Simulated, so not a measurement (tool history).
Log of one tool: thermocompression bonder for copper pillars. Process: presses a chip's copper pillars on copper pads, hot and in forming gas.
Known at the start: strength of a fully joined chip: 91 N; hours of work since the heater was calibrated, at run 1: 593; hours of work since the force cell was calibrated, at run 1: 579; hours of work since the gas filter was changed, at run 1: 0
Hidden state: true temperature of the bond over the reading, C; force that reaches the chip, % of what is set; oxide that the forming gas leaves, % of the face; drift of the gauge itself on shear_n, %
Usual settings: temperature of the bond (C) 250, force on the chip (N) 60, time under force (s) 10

run	hour	temperature of the bond (C)	force on the chip (N)	time under force (s)	hours of work since the heater was calibrated	hours of work since the force cell was calibrated	hours of work since the gas filter was changed	force that shears a chip off (N)
1	0.0	250	60	10	593	579	0	48.9
2	23.7	250	60	10	606	592	13	49.1
3	38.2	248	60	10	613	600	21	46.9
4	61.0	248	60	10	626	612	33	47.1
5	75.7	225	60	10	634	620	41	37.7
6	103.6	225	60	10	649	636	57	36.8
7	127.9	225	60	10	663	649	70	36.9
8	141.1	250	60	10	670	656	77	47.5
9	159.7	250	60	10	680	667	88	47.1
10	180.6	250	60	10	692	678	99	47.5
11	206.2	250	60	10	706	692	113	46.7
12	231.6	250	60	10	719	706	127	47.6
13	257.5	250	60	10	734	720	141	46.9
# hour 261.0: heater calibrated with a thermocouple chip
14	280.5	250	47	10	11	732	153	40.2
15	292.2	250	47	10	17	738	159	40.9
16	319.6	250	47	10	32	753	174	39.3
17	344.8	233	60	10	46	767	188	38.1
# hour 354.2: heater calibrated with a thermocouple chip, once more
18	366.1	233	60	10	7	778	199	42.4
19	394.2	233	60	10	22	793	214	42.2
20	421.3	233	60	10	37	808	229	41.1
21	435.5	257	60	19	45	816	237	62.2
22	447.3	258	60	8	51	822	243	48.2
23	459.1	258	60	8	57	828	249	46.9
24	477.6	245	60	6	68	839	260	38.6
25	506.2	246	70	15	83	854	275	56.1
# hour 528.2: forming gas filter changed
26	531.6	250	83	13	97	868	2	62.9
27	544.1	250	48	6	104	875	9	37.6
28	563.1	250	48	6	114	885	19	35.3
29	584.0	250	48	29	126	897	31	58.6
30	608.3	250	60	15	139	910	44	53.8
31	635.8	250	53	6	154	925	59	37.6
32	657.2	222	45	7	166	937	71	25.8
33	672.2	241	59	19	174	945	79	54.3
34	695.6	241	59	19	187	958	92	54.8
35	710.6	241	59	19	195	966	100	54.2
36	732.1	250	37	10	207	978	112	35.1
37	746.1	230	42	10	215	986	119	30.3
38	766.7	230	42	10	226	997	131	31.8
39	786.9	275	42	25	237	1008	142	61.7

Hidden state at the last listed run before each entry between runs and at the first one after, where it differs:
Between runs 13 and 14: heater calibrated with a thermocouple chip (hour 261.0)
  true temperature of the bond over the reading, C: -5.1 -> -6; force that reaches the chip, % of what is set: 93.7 -> 93.6; oxide that the forming gas leaves, % of the face: 2.3 -> 2.44
  measured less the result without the state, force that shears a chip off (N): -4.7 -> -4.8
Between runs 17 and 18: heater calibrated with a thermocouple chip, once more (hour 354.2)
  true temperature of the bond over the reading, C: -6.3 -> -0.9; force that reaches the chip, % of what is set: 93.3 -> 93.2; oxide that the forming gas leaves, % of the face: 2.86 -> 2.98
  measured less the result without the state, force that shears a chip off (N): -5.1 -> -3.3
Between runs 25 and 26: forming gas filter changed (hour 528.2)
  true temperature of the bond over the reading, C: -1.5 -> -1.6; force that reaches the chip, % of what is set: 92.7 -> 92.6; oxide that the forming gas leaves, % of the face: 3.86 -> 0.55
  measured less the result without the state, force that shears a chip off (N): -4.6 -> -2.8

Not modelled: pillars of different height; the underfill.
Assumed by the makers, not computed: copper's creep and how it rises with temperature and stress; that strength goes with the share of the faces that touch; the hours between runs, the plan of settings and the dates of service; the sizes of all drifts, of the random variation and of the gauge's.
